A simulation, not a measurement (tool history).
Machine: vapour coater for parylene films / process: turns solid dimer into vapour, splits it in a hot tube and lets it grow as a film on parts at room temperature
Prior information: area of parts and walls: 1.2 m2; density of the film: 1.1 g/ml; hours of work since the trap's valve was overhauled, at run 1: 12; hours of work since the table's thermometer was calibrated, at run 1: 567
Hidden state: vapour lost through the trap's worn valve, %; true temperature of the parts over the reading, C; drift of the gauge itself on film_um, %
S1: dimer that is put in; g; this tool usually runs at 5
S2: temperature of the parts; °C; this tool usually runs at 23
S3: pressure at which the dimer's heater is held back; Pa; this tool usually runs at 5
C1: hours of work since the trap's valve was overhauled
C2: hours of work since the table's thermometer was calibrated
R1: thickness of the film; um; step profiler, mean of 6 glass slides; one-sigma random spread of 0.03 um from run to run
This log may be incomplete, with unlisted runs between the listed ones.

run     day  S1  S2    S3   C1   C2    R1
  1       0   5  23     5   12  567  2.65
  2   0.967   5  23     5   25  580  2.58
  3   1.662   5  23     5   35  590   2.6
  4   3.092   5  23     5   54  609  2.56
  5   4.379   5  23     5   71  626  2.52
  6   5.242   5  23     5   83  638  2.55
  7   6.325   5  23     5   98  653  2.51
  8   7.046   5  23     5  107  663  2.57
  9   8.267   5  23     5  124  679   2.5
 10   9.588   5  23     5  142  697  2.48
 11  10.846   5  32     5  159  714  1.61
 12  11.779   2  32     5  172  727  0.64
 13   12.85   8  32  3.45  186  741  2.64
 14  13.929   6  30  2.29  201  756  2.28
 15   15.15   6  30  2.29  217  772  2.24
 16   15.75   3  18  2.55  225  780  1.97
 17  16.588   3  18  2.55  237  792  2.01
 18  17.508   3  18  2.55  249  804  1.97
 19  18.633   5  19  9.23  264  819  2.71
 20  19.779   5  19  9.23  280  835  2.73
 21  21.112   6  26   2.2  298  853   2.6
 22  22.354   5  30  2.62  315  870  1.78
     23.525  -- trap's valve overhauled
 23  23.933   3  31  3.34    6  889  1.07

Alternative continuations, all from the tool just after run 23; predict every row:
  A  25.333   2  33  5.18  24  908   ?
  B  25.333   3  17  7.17  24  908   ?
  C  25.333   2  31  3.34  24  908   ?

run    R1
  A   0.6
  B  1.98
  C  0.71
Stripped of hidden state, with their random variation kept, the same runs would have yielded:
run    R1
  A  0.65
  B  2.11
  C  0.76
